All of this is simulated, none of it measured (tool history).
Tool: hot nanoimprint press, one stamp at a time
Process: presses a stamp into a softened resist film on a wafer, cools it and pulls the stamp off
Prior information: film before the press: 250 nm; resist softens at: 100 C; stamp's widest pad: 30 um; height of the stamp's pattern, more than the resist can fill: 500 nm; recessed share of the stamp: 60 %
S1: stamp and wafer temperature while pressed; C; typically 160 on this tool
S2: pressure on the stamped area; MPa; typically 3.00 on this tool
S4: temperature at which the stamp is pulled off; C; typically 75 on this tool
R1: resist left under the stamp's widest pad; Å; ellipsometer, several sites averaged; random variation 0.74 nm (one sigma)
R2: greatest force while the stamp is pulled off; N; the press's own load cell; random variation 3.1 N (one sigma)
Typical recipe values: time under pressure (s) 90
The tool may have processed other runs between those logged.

Run 1, day 0.000: usual settings. Result: R1 1000 Å, R2 174 N.
Run 2, day 1.275: usual settings but time under pressure (s) 130. Result: R1 865 Å, R2 176 N.
Run 3, day 2.588: usual settings but time under pressure (s) 130. Result: R1 868 Å, R2 176 N.
At day 3.671: stamp cleaned and given a new release coat.
Run 4, day 5.871: usual settings but time under pressure (s) 130. Result: R1 869 Å, R2 150 N.
At day 7.358: plate thermocouple calibrated.
Run 5, day 7.667: usual settings but time under pressure (s) 130. Result: R1 891 Å, R2 159 N.
Run 6, day 10.354: usual settings but time under pressure (s) 130. Result: R1 895 Å, R2 161 N.
Run 7, day 12.488: usual settings. Result: R1 1031 Å, R2 171 N.
Run 8, day 13.950: usual settings. Result: R1 1033 Å, R2 174 N.
At day 15.312: plate thermocouple calibrated, once more.
At day 16.700: press's hydraulic seals changed and the load cell set to zero.
Run 9, day 17.371: usual settings. Result: R1 991 Å, R2 175 N.
Run 10, day 18.692: usual settings. Result: R1 987 Å, R2 177 N.
At day 19.117: stamp cleaned and given a new release coat.
Run 11, day 20.404: usual settings but S1 172 C, S2 1.99 MPa, time under pressure (s) 135, S4 80 C. Result: R1 590 Å, R2 146 N.
Run 12, day 21.938: usual settings but S1 172 C, S2 1.99 MPa, time under pressure (s) 135, S4 80 C. Result: R1 586 Å, R2 150 N.
Run 13, day 23.233: usual settings but S1 159 C, S2 3.50 MPa, time under pressure (s) 135, S4 67 C. Result: R1 832 Å, R2 167 N.
Run 14, day 26.117: usual settings but S1 151 C, S2 4.71 MPa, time under pressure (s) 108, S4 82 C. Result: R1 1189 Å, R2 159 N.
Run 15, day 28.596: usual settings but S1 151 C, S2 4.71 MPa, time under pressure (s) 108, S4 82 C. Result: R1 1200 Å, R2 157 N.
Run 16, day 30.058: usual settings but S1 162 C, time under pressure (s) 92, S4 62 C. Result: R1 914 Å, R2 178 N.
Run 17, day 31.471: usual settings but S1 162 C, S2 3.61 MPa, time under pressure (s) 129, S4 71 C. Result: R1 726 Å, R2 179 N.

Consider 3 possible next runs. They are alternatives, not a sequence: every one starts from the tool as it was left by run 17. What does each give?
Run A, day 32.917: usual settings but S1 162 C, S2 3.61 MPa, time under pressure (s) 133, S4 71 C. Result: R1 ?, R2 ?.
Run B, day 32.917: usual settings but S1 157 C, S4 73 C. Result: R1 ?, R2 ?.
Run C, day 32.917: usual settings but S1 172 C, S2 4.06 MPa, time under pressure (s) 129, S4 78 C. Result: R1 ?, R2 ?.

run    R1   R2
  A   716  178
  B  1145  177
  C   434  175
Take away the tool's hidden state, keep each run's random variation, and the runs would have read:
run    R1   R2
  A   690  148
  B  1107  147
  C   419  146

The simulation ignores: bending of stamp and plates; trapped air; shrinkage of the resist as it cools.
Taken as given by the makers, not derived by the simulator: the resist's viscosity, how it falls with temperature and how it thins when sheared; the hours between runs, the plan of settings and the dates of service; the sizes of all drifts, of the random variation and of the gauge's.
